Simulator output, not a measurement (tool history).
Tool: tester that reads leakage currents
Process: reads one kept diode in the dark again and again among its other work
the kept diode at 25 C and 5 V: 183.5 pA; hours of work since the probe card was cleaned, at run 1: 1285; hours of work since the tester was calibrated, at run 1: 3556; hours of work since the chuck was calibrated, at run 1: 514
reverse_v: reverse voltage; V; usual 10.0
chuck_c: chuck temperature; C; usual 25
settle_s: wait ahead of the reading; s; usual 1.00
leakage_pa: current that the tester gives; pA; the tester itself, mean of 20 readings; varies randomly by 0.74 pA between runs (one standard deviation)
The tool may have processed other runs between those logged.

| run | hour | reverse_v | chuck_c | settle_s | hours of work since the probe card was cleaned | hours of work since the tester was calibrated | hours of work since the chuck was calibrated | leakage_pa |
|---|---|---|---|---|---|---|---|---|
| 1 | 0.0 | 10.0 | 25 | 1.00 | 1285 | 3556 | 514 | 245.36 |
| 2 | 164.0 | 10.0 | 25 | 1.54 | 1410 | 3681 | 639 | 243.50 |
| 3 | 319.5 | 10.0 | 25 | 1.00 | 1529 | 3800 | 758 | 246.19 |
| 4 | 438.9 | 5.2 | 25 | 1.00 | 1620 | 3891 | 849 | 186.87 |
| 5 | 517.5 | 5.2 | 25 | 1.00 | 1680 | 3951 | 909 | 187.81 |
| 6 | 664.5 | 6.9 | 25 | 1.00 | 1792 | 4063 | 1021 | 210.93 |
| 7 | 803.3 | 6.9 | 25 | 1.00 | 1898 | 4169 | 1127 | 210.67 |
|  | 858.5 | chuck's temperature calibrated |
| 8 | 969.0 | 10.0 | 25 | 1.00 | 2023 | 4294 | 84 | 245.07 |
| 9 | 1105.2 | 10.0 | 25 | 0.64 | 2127 | 4398 | 188 | 245.64 |
| 10 | 1243.9 | 10.0 | 25 | 0.64 | 2232 | 4504 | 294 | 246.58 |
| 11 | 1376.6 | 10.0 | 25 | 0.64 | 2334 | 4605 | 395 | 245.28 |
| 12 | 1498.6 | 10.0 | 25 | 0.64 | 2427 | 4698 | 488 | 247.81 |
| 13 | 1617.8 | 10.0 | 25 | 0.64 | 2518 | 4789 | 579 | 247.10 |
| 14 | 1754.8 | 10.0 | 25 | 0.64 | 2622 | 4893 | 684 | 245.80 |
| 15 | 1885.8 | 1.1 | 25 | 0.64 | 2722 | 4993 | 784 | 100.44 |
| 16 | 2028.5 | 10.0 | 25 | 1.00 | 2831 | 5102 | 893 | 245.84 |
| 17 | 2140.7 | 10.0 | 25 | 1.00 | 2917 | 5188 | 978 | 244.94 |
|  | 2249.4 | tester calibrated |
| 18 | 2260.9 | 10.0 | 25 | 1.00 | 3007 | 9 | 1069 | 245.19 |
|  | 2384.1 | chuck's temperature calibrated |
| 19 | 2386.1 | 10.0 | 25 | 1.00 | 3101 | 103 | 2 | 244.59 |
| 20 | 2472.3 | 10.0 | 45 | 0.41 | 3167 | 169 | 67 | 1125.29 |
| 21 | 2660.6 | 10.0 | 45 | 0.41 | 3310 | 312 | 211 | 1125.31 |
| 22 | 2740.9 | 10.0 | 45 | 0.41 | 3372 | 373 | 272 | 1130.31 |
| 23 | 2912.2 | 1.4 | 45 | 0.41 | 3502 | 504 | 403 | 506.27 |
| 24 | 3062.0 | 1.4 | 45 | 0.41 | 3617 | 619 | 517 | 510.60 |
| 25 | 3160.2 | 1.7 | 40 | 4.50 | 3692 | 693 | 592 | 378.87 |
| 26 | 3269.3 | 1.7 | 40 | 4.50 | 3775 | 777 | 675 | 381.44 |
|  | 3288.0 | probe card cleaned and baked |
| 27 | 3366.6 | 10.9 | 25 | 0.90 | 60 | 849 | 747 | 253.57 |
| 28 | 3496.2 | 2.2 | 44 | 2.67 | 159 | 948 | 846 | 565.10 |
| 29 | 3658.0 | 2.2 | 44 | 2.67 | 282 | 1071 | 970 | 565.11 |
| 30 | 3744.3 | 9.2 | 42 | 1.18 | 348 | 1137 | 1036 | 870.07 |
| 31 | 3851.6 | 1.1 | 37 | 7.83 | 430 | 1219 | 1117 | 254.74 |
|  | 3915.6 | chuck's temperature calibrated |
| 32 | 4040.3 | 1.1 | 41 | 0.42 | 573 | 1361 | 95 | 343.80 |
| 33 | 4125.1 | 1.1 | 53 | 0.59 | 637 | 1426 | 160 | 809.61 |
| 34 | 4219.4 | 4.7 | 42 | 1.00 | 709 | 1498 | 232 | 669.86 |
| 35 | 4341.3 | 10.0 | 25 | 4.79 | 802 | 1591 | 325 | 243.20 |
| 36 | 4482.0 | 14.7 | 30 | 4.79 | 910 | 1698 | 432 | 424.64 |
| 37 | 4610.5 | 5.2 | 51 | 4.79 | 1008 | 1796 | 530 | 1316.21 |
| 38 | 4731.6 | 5.2 | 47 | 4.79 | 1100 | 1889 | 623 | 991.63 |

What differs in the tool's unlogged condition from the final listed run ahead of each entry between runs to the first listed run following it?
In the gap between runs 7 and 8: chuck's temperature calibrated (hour 858.5)
  stray current of the dirty probe card, pA a volt: 0.051 -> 0.052; true chuck temperature over the reading, C: -0.03 -> 0
  measured value less the no-hidden-state value, leakage_pa: -0.43 -> +0.24 pA
In the gap between runs 17 and 18: tester calibrated (hour 2249.4)
  stray current of the dirty probe card, pA a volt: 0.067 -> 0.069; current scale over the true one, %: -0.05 -> 0
  measured value less the no-hidden-state value, leakage_pa: -0.05 -> +0.05 pA
In the gap between runs 18 and 19: chuck's temperature calibrated (hour 2384.1)
  stray current of the dirty probe card, pA a volt: 0.069 -> 0.07; true chuck temperature over the reading, C: -0.02 -> 0
  measured value less the no-hidden-state value, leakage_pa: +0.05 -> +0.44 pA
In the gap between runs 26 and 27: probe card cleaned and baked (hour 3288.0)
  stray current of the dirty probe card, pA a volt: 0.082 -> 0.021
  measured value less the no-hidden-state value, leakage_pa: -0.47 -> -0.44 pA
In the gap between runs 31 and 32: chuck's temperature calibrated (hour 3915.6)
  stray current of the dirty probe card, pA a volt: 0.027 -> 0.029; true chuck temperature over the reading, C: -0.03 -> 0
  measured value less the no-hidden-state value, leakage_pa: -0.60 -> +0.03 pA

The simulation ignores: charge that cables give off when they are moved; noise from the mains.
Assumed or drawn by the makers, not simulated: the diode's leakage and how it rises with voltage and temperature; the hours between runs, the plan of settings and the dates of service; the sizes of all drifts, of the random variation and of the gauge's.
